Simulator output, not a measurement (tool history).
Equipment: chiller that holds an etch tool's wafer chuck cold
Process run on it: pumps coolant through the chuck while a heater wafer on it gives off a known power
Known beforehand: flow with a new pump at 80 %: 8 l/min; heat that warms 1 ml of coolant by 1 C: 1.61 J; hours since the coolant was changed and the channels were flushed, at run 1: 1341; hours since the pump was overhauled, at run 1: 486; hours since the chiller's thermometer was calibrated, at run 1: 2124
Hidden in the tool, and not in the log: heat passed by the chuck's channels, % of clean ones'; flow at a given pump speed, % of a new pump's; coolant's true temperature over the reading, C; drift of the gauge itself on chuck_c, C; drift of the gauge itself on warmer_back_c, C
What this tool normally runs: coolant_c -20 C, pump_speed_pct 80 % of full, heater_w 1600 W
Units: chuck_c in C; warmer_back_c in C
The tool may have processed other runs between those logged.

| run | hour | coolant_c | pump_speed_pct | heater_w | hours since the coolant was changed and the channels were flushed | hours since the pump was overhauled | hours since the chiller's thermometer was calibrated | chuck_c | warmer_back_c |
|---|---|---|---|---|---|---|---|---|---|
| 1 | 0 | -20 | 80 | 1600 | 1341 | 486 | 2124 | -4.1 | 7.65 |
| 2 | 34.1 | -20 | 80 | 1600 | 1375 | 520 | 2158 | -4.3 | 7.66 |
| 3 | 78.9 | -20 | 80 | 1600 | 1420 | 565 | 2202 | -4.3 | 7.64 |
| 4 | 114 | -25 | 80 | 1600 | 1455 | 600 | 2238 | -9.3 | 7.65 |
| 5 | 160.8 | -20 | 80 | 1600 | 1502 | 647 | 2284 | -4.4 | 7.66 |
| 6 | 188.6 | -20 | 80 | 1600 | 1529 | 675 | 2312 | -4.5 | 7.75 |
| 7 | 209.7 | -20 | 80 | 1600 | 1550 | 696 | 2333 | -4.4 | 7.66 |
| 8 | 243 | -20 | 71 | 1600 | 1584 | 729 | 2367 | -2.6 | 8.77 |
| 9 | 275.9 | -20 | 71 | 1600 | 1617 | 762 | 2399 | -2.6 | 8.73 |
| 10 | 306.9 | -20 | 71 | 1600 | 1648 | 793 | 2430 | -2.4 | 8.78 |
| 11 | 348.7 | -12 | 98 | 1581 | 1689 | 835 | 2472 | 1.7 | 6.05 |
| 12 | 374.6 | -23 | 84 | 1581 | 1715 | 861 | 2498 | -8.1 | 7.23 |
| 13 | 397 | -12 | 77 | 1467 | 1738 | 883 | 2521 | 3.1 | 7.44 |
| 14 | 439.4 | -12 | 76 | 1996 | 1780 | 926 | 2563 | 8.8 | 10.24 |
| 15 | 483.6 | -26 | 74 | 1064 | 1824 | 970 | 2607 | -14.5 | 5.62 |
| 16 | 520.8 | -26 | 74 | 1064 | 1862 | 1007 | 2644 | -14.3 | 5.6 |
| 17 | 542.9 | -26 | 68 | 1795 | 1884 | 1029 | 2666 | -5.4 | 10.46 |
| 18 | 590 | -13 | 63 | 1235 | 1931 | 1076 | 2714 | 2.5 | 7.85 |
| 19 | 635.2 | -13 | 63 | 1235 | 1976 | 1121 | 2759 | 2.2 | 7.85 |
| 20 | 683.1 | -13 | 70 | 2284 | 2024 | 1169 | 2807 | 12.8 | 13 |

Predict each of these 5 candidate next runs independently; none follows another, all start after run 20:
| A | 716.4 | -13 | 96 | 2284 | 2057 | 1203 | 2840 | ? | ? |
| B | 716.4 | -17 | 70 | 1042 | 2057 | 1203 | 2840 | ? | ? |
| C | 716.4 | -21 | 70 | 2172 | 2057 | 1203 | 2840 | ? | ? |
| D | 716.4 | -11 | 79 | 1600 | 2057 | 1203 | 2840 | ? | ? |
| E | 716.4 | -15 | 62 | 2128 | 2057 | 1203 | 2840 | ? | ? |

| run | chuck_c | warmer_back_c |
|---|---|---|
| A | 7 | 9.12 |
| B | -4.8 | 5.96 |
| C | 3.4 | 12.33 |
| D | 5.5 | 7.87 |
| E | 11.5 | 13.79 |
Without the tool's hidden state the same runs would have given:
| run | chuck_c | warmer_back_c |
|---|---|---|
| A | 5 | 8.66 |
| B | -6.2 | 5.67 |
| C | 1 | 11.72 |
| D | 3.8 | 7.48 |
| E | 9 | 13.11 |
